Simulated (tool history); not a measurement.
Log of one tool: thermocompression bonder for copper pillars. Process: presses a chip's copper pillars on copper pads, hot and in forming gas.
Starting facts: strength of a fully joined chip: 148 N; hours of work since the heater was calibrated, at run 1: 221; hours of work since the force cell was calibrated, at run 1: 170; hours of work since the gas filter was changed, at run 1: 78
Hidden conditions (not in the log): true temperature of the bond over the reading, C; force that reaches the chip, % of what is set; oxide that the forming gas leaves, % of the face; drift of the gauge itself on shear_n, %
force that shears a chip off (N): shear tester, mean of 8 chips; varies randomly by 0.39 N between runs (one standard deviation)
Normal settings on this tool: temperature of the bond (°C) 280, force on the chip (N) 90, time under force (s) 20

run,hour,temperature of the bond (°C),force on the chip (N),time under force (s),hours of work since the heater was calibrated,hours of work since the force cell was calibrated,hours of work since the gas filter was changed,force that shears a chip off (N)
1,0.0,280,90,20,221,170,78,72.8
2,29.8,280,90,20,244,193,101,71.7
3,72.4,280,90,20,277,226,134,72.4
4,113.8,280,90,20,309,258,166,72.7
# hour 147.6: forming gas filter changed
5,155.1,280,90,20,341,290,6,72.2
6,180.6,297,90,20,360,310,26,88.9
7,211.7,280,90,20,384,334,50,71.2
8,243.8,280,90,20,409,359,75,72.2
9,268.2,280,90,20,428,378,93,71.4
10,310.2,280,56,20,461,410,126,49.8
11,327.9,280,91,20,474,424,140,71.7
12,355.9,280,91,20,496,445,161,71.5
# hour 394.6: forming gas filter changed
13,397.9,280,58,20,528,478,3,51.2
# hour 428.9: heater calibrated with a thermocouple chip
14,430.8,280,58,20,1,502,26,50.4
15,459.5,280,58,20,24,524,49,50.3
# hour 485.6: gauge calibrated
16,486.5,280,58,20,45,545,70,51.9
17,504.7,280,91,20,59,559,84,73.5
18,538.8,280,91,20,85,585,110,72.8
19,569.6,280,91,20,109,609,134,72.7
20,601.1,280,91,20,133,634,158,72.1
21,629.7,280,91,20,156,656,181,72.0
# hour 644.1: forming gas filter changed
22,654.0,268,90,20,174,674,8,59.8
23,688.6,264,55,35,201,701,34,47.8
24,711.8,280,75,20,219,719,52,62.8
25,751.4,260,82,20,250,750,83,48.0
26,789.8,269,57,58,279,779,113,63.7
27,808.1,269,57,58,293,794,127,64.2
28,836.2,280,79,20,315,815,149,65.2
29,877.5,280,118,47,347,847,181,107.2
# hour 891.2: forming gas filter changed
30,896.2,261,90,16,361,861,4,48.0
31,937.1,261,90,16,393,893,36,47.3
32,975.2,261,90,16,423,923,65,48.1
33,1001.6,261,95,16,443,943,86,49.9
34,1041.6,306,98,20,474,974,117,101.0
35,1069.3,251,67,42,495,996,138,46.7
36,1095.0,264,67,27,515,1015,158,48.8
37,1126.7,309,90,20,540,1040,182,98.5
# hour 1142.4: heater calibrated with a thermocouple chip
# hour 1142.9: forming gas filter changed
38,1156.2,302,90,20,10,1061,10,90.3
39,1179.1,252,90,32,28,1079,28,53.3
40,1209.6,252,90,32,52,1102,52,53.2

How the hidden state differs across the entries between the runs, from the last listed run before each to the first after it:
Between runs 4 and 5: forming gas filter changed (hour 147.6)
  true temperature of the bond over the reading, C: 0.1 -> 0.2; oxide that the forming gas leaves, % of the face: 0.6 -> 0.51; drift of the gauge itself on shear_n, %: -0.64 -> -0.87
  difference, measured minus the result without the unlogged condition, force that shears a chip off (N): -0.4 -> -0.5
Between runs 12 and 13: forming gas filter changed (hour 394.6)
  oxide that the forming gas leaves, % of the face: 0.6 -> 0.5; drift of the gauge itself on shear_n, %: -2 -> -2.24
  difference, measured minus the result without the unlogged condition, force that shears a chip off (N): -1.4 -> -1.0
Between runs 13 and 14: heater calibrated with a thermocouple chip (hour 428.9)
  true temperature of the bond over the reading, C: 0.2 -> 0; oxide that the forming gas leaves, % of the face: 0.5 -> 0.52; drift of the gauge itself on shear_n, %: -2.24 -> -2.41
  difference, measured minus the result without the unlogged condition, force that shears a chip off (N): -1.0 -> -1.3
Between runs 15 and 16: gauge calibrated (hour 485.6)
  oxide that the forming gas leaves, % of the face: 0.53 -> 0.55; drift of the gauge itself on shear_n, %: -2.57 -> -0.01
  difference, measured minus the result without the unlogged condition, force that shears a chip off (N): -1.4 -> -0.1
Between runs 21 and 22: forming gas filter changed (hour 644.1)
  oxide that the forming gas leaves, % of the face: 0.62 -> 0.51; drift of the gauge itself on shear_n, %: -0.81 -> -0.95
  difference, measured minus the result without the unlogged condition, force that shears a chip off (N): -0.7 -> -0.6
Between runs 29 and 30: forming gas filter changed (hour 891.2)
  oxide that the forming gas leaves, % of the face: 0.62 -> 0.5; drift of the gauge itself on shear_n, %: -2.21 -> -2.31
  difference, measured minus the result without the unlogged condition, force that shears a chip off (N): -2.5 -> -1.1
Between runs 37 and 38: heater calibrated with a thermocouple chip (hour 1142.4); forming gas filter changed (hour 1142.9)
  true temperature of the bond over the reading, C: 0.2 -> 0; oxide that the forming gas leaves, % of the face: 0.62 -> 0.51; drift of the gauge itself on shear_n, %: -3.61 -> -3.76
  difference, measured minus the result without the unlogged condition, force that shears a chip off (N): -3.6 -> -3.6
